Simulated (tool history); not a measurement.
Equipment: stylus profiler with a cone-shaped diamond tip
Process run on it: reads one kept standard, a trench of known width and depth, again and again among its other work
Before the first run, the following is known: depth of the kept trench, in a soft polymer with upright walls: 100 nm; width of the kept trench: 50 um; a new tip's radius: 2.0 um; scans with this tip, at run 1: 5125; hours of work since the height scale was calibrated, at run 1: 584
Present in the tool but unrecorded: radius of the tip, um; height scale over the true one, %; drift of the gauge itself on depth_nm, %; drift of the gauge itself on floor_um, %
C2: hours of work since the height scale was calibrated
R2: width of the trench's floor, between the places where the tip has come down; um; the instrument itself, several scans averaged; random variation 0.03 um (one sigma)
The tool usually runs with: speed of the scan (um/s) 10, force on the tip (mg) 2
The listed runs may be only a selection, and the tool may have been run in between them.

Run 1, hour 0: usual settings; scans with this tip 5125; C2 584. Result: depth of the trench (nm) 100.35, R2 48.41 um.
Run 2, hour 67.4: usual settings; scans with this tip 5396; C2 615. Result: depth of the trench (nm) 100.43, R2 48.49 um.
Run 3, hour 130.6: usual settings; scans with this tip 5650; C2 644. Result: depth of the trench (nm) 100.42, R2 48.38 um.
Run 4, hour 178.9: usual settings; scans with this tip 5844; C2 666. Result: depth of the trench (nm) 100.38, R2 48.38 um.
Run 5, hour 214.3: usual settings; scans with this tip 5987; C2 682. Result: depth of the trench (nm) 100.46, R2 48.43 um.
Run 6, hour 243.9: usual settings; scans with this tip 6106; C2 695. Result: depth of the trench (nm) 100.41, R2 48.38 um.
Run 7, hour 294.8: usual settings but force on the tip (mg) 3.48; scans with this tip 6311; C2 719. Result: depth of the trench (nm) 100.54, R2 48.43 um.
Run 8, hour 358: usual settings; scans with this tip 6565; C2 748. Result: depth of the trench (nm) 100.39, R2 48.37 um.
Run 9, hour 424.7: usual settings; scans with this tip 6833; C2 778. Result: depth of the trench (nm) 100.44, R2 48.36 um.
Run 10, hour 466: usual settings but force on the tip (mg) 1.12; scans with this tip 6999; C2 797. Result: depth of the trench (nm) 100.17, R2 48.34 um.
Run 11, hour 520.7: usual settings but speed of the scan (um/s) 12, force on the tip (mg) 1.12; scans with this tip 7220; C2 822. Result: depth of the trench (nm) 100.09, R2 48.31 um.
Run 12, hour 568.5: usual settings but force on the tip (mg) 2.37; scans with this tip 7412; C2 844. Result: depth of the trench (nm) 100.37, R2 48.36 um.
Run 13, hour 605.8: usual settings; scans with this tip 7562; C2 861. Result: depth of the trench (nm) 100.25, R2 48.35 um.
Run 14, hour 635.7: usual settings; scans with this tip 7682; C2 875. Result: depth of the trench (nm) 100.2, R2 48.33 um.
Run 15, hour 691.8: usual settings; scans with this tip 7908; C2 901. Result: depth of the trench (nm) 100.3, R2 48.32 um.
Run 16, hour 732.9: usual settings; scans with this tip 8073; C2 920. Result: depth of the trench (nm) 100.31, R2 48.32 um.
Run 17, hour 767.9: usual settings; scans with this tip 8214; C2 936. Result: depth of the trench (nm) 100.29, R2 48.34 um.
Run 18, hour 834.5: usual settings; scans with this tip 8483; C2 966. Result: depth of the trench (nm) 100.28, R2 48.31 um.
Run 19, hour 892.2: usual settings but speed of the scan (um/s) 5, force on the tip (mg) 0.74; scans with this tip 8715; C2 993. Result: depth of the trench (nm) 100.15, R2 48.29 um.
Run 20, hour 921.2: usual settings but speed of the scan (um/s) 17, force on the tip (mg) 5.61; scans with this tip 8831; C2 1006. Result: depth of the trench (nm) 100.79, R2 48.32 um.
Run 21, hour 958.1: usual settings but speed of the scan (um/s) 2, force on the tip (mg) 2.59; scans with this tip 8980; C2 1023. Result: depth of the trench (nm) 100.43, R2 48.36 um.
Run 22, hour 986: usual settings but force on the tip (mg) 1.58; scans with this tip 9092; C2 1036. Result: depth of the trench (nm) 100.14, R2 48.26 um.
Run 23, hour 1029.3: usual settings but speed of the scan (um/s) 24, force on the tip (mg) 1.97; scans with this tip 9266; C2 1055. Result: depth of the trench (nm) 100.28, R2 48.18 um.
Run 24, hour 1091.9: usual settings but speed of the scan (um/s) 24, force on the tip (mg) 1.97; scans with this tip 9518; C2 1084. Result: depth of the trench (nm) 100.25, R2 48.15 um.
Run 25, hour 1126.8: usual settings but speed of the scan (um/s) 24, force on the tip (mg) 1.97; scans with this tip 9659; C2 1100. Result: depth of the trench (nm) 100.21, R2 48.16 um.
Run 26, hour 1190.6: usual settings but speed of the scan (um/s) 11, force on the tip (mg) 0.78; scans with this tip 9915; C2 1129. Result: depth of the trench (nm) 99.89, R2 48.2 um.
Run 27, hour 1223.5: usual settings but speed of the scan (um/s) 15, force on the tip (mg) 2.41; scans with this tip 10048; C2 1144. Result: depth of the trench (nm) 100.23, R2 48.18 um.
Run 28, hour 1288.6: usual settings but speed of the scan (um/s) 29; scans with this tip 10309; C2 1174. Result: depth of the trench (nm) 100.24, R2 48.08 um.
Run 29, hour 1343.2: usual settings but speed of the scan (um/s) 2, force on the tip (mg) 2.46; scans with this tip 10529; C2 1199. Result: depth of the trench (nm) 100.29, R2 48.24 um.
Run 30, hour 1397.2: usual settings but speed of the scan (um/s) 4, force on the tip (mg) 3.29; scans with this tip 10746; C2 1224. Result: depth of the trench (nm) 100.46, R2 48.27 um.
Run 31, hour 1427.1: usual settings but speed of the scan (um/s) 27, force on the tip (mg) 3.29; scans with this tip 10867; C2 1238. Result: depth of the trench (nm) 100.48, R2 48.18 um.
Run 32, hour 1458.4: usual settings but speed of the scan (um/s) 24, force on the tip (mg) 3.29; scans with this tip 10993; C2 1252. Result: depth of the trench (nm) 100.43, R2 48.11 um.
Run 33, hour 1490.2: usual settings but speed of the scan (um/s) 40, force on the tip (mg) 1.42; scans with this tip 11121; C2 1267. Result: depth of the trench (nm) 99.96, R2 47.99 um.
Run 34, hour 1546.2: usual settings but speed of the scan (um/s) 18; scans with this tip 11346; C2 1292. Result: depth of the trench (nm) 100.09, R2 48.15 um.
Run 35, hour 1599.3: usual settings but force on the tip (mg) 5.02; scans with this tip 11560; C2 1317. Result: depth of the trench (nm) 100.68, R2 48.24 um.
Run 36, hour 1647.9: usual settings but speed of the scan (um/s) 3, force on the tip (mg) 1.31; scans with this tip 11755; C2 1339. Result: depth of the trench (nm) 99.98, R2 48.19 um.

The same runs without the tool's hidden state, with the same run-to-run variation:
run  depth of the trench (nm)     R2
  1                    100.52  48.64
  2                    100.62  48.73
  3                    100.62  48.63
  4                    100.58  48.64
  5                    100.66   48.7
  6                    100.62  48.65
  7                    100.76  48.71
  8                    100.62  48.67
  9                    100.68  48.66
 10                    100.41  48.65
 11                    100.34  48.63
 12                    100.63  48.69
 13                    100.52  48.68
 14                    100.47  48.67
 15                    100.58  48.67
 16                     100.6  48.68
 17                    100.58   48.7
 18                    100.58  48.69
 19                    100.46  48.67
 20                    101.11  48.71
 21                    100.75  48.76
 22                    100.46  48.66
 23                    100.61  48.58
 24                    100.59  48.56
 25                    100.56  48.58
 26                    100.25  48.63
 27                    100.59  48.61
 28                    100.61  48.53
 29                    100.67  48.69
 30                    100.85  48.73
 31                    100.87  48.65
 32                    100.83  48.58
 33                    100.36  48.47
 34                     100.5  48.64
 35                     101.1  48.73
 36                    100.41  48.69
